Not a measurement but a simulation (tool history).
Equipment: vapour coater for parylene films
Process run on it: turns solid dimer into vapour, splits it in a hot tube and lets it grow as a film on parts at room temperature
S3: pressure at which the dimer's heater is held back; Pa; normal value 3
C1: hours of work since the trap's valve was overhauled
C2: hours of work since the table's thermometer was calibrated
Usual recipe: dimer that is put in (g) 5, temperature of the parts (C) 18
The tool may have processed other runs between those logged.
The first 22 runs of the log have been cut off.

At hour 713.4: table's thermometer calibrated, once more.
Run 23, hour 732.2: usual settings but dimer that is put in (g) 2, temperature of the parts (C) 26, S3 2.99 Pa; C1 192; C2 16. Result: thickness of the film (µm) 0.41.
At hour 756.6: trap's valve overhauled.
Run 24, hour 757.6: usual settings but dimer that is put in (g) 7, temperature of the parts (C) 30, S3 7.69 Pa; C1 1; C2 34. Result: thickness of the film (µm) 1.22.
Run 25, hour 778.7: usual settings but dimer that is put in (g) 2, temperature of the parts (C) 17, S3 10.46 Pa; C1 19; C2 52. Result: thickness of the film (µm) 0.38.
Run 26, hour 818: usual settings but dimer that is put in (g) 2, temperature of the parts (C) 17, S3 10.46 Pa; C1 52; C2 85. Result: thickness of the film (µm) 0.4.
Run 27, hour 844.3: usual settings but dimer that is put in (g) 2, temperature of the parts (C) 17, S3 10.46 Pa; C1 74; C2 107. Result: thickness of the film (µm) 0.41.
Run 28, hour 883.3: usual settings but dimer that is put in (g) 2, temperature of the parts (C) 17, S3 10.46 Pa; C1 107; C2 140. Result: thickness of the film (µm) 0.39.
Run 29, hour 907.9: usual settings but dimer that is put in (g) 4, temperature of the parts (C) 11, S3 8.42 Pa; C1 128; C2 161. Result: thickness of the film (µm) 0.87.
Run 30, hour 944.4: usual settings but dimer that is put in (g) 4, temperature of the parts (C) 26, S3 10.84 Pa; C1 159; C2 192. Result: thickness of the film (µm) 0.65.
Run 31, hour 972.1: usual settings but temperature of the parts (C) 11; C1 182; C2 216. Result: thickness of the film (µm) 1.3.
At hour 1007.4: trap's valve overhauled.
Run 32, hour 1013.3: usual settings but dimer that is put in (g) 3, temperature of the parts (C) 23; C1 5; C2 247. Result: thickness of the film (µm) 0.72.
Run 33, hour 1060.1: usual settings but dimer that is put in (g) 3, temperature of the parts (C) 19; C1 45; C2 287. Result: thickness of the film (µm) 0.75.

Estimate the outcome of run 34 from the log above:
Run 34, hour 1107.5: usual settings but temperature of the parts (C) 29; C1 85; C2 327. Result: thickness of the film (µm) ?.

{"run 34": {"thickness of the film (µm)": 1.01}}
On a tool with no hidden condition, and with the same random variation, this run would have come out at thickness of the film (µm) 1.07.

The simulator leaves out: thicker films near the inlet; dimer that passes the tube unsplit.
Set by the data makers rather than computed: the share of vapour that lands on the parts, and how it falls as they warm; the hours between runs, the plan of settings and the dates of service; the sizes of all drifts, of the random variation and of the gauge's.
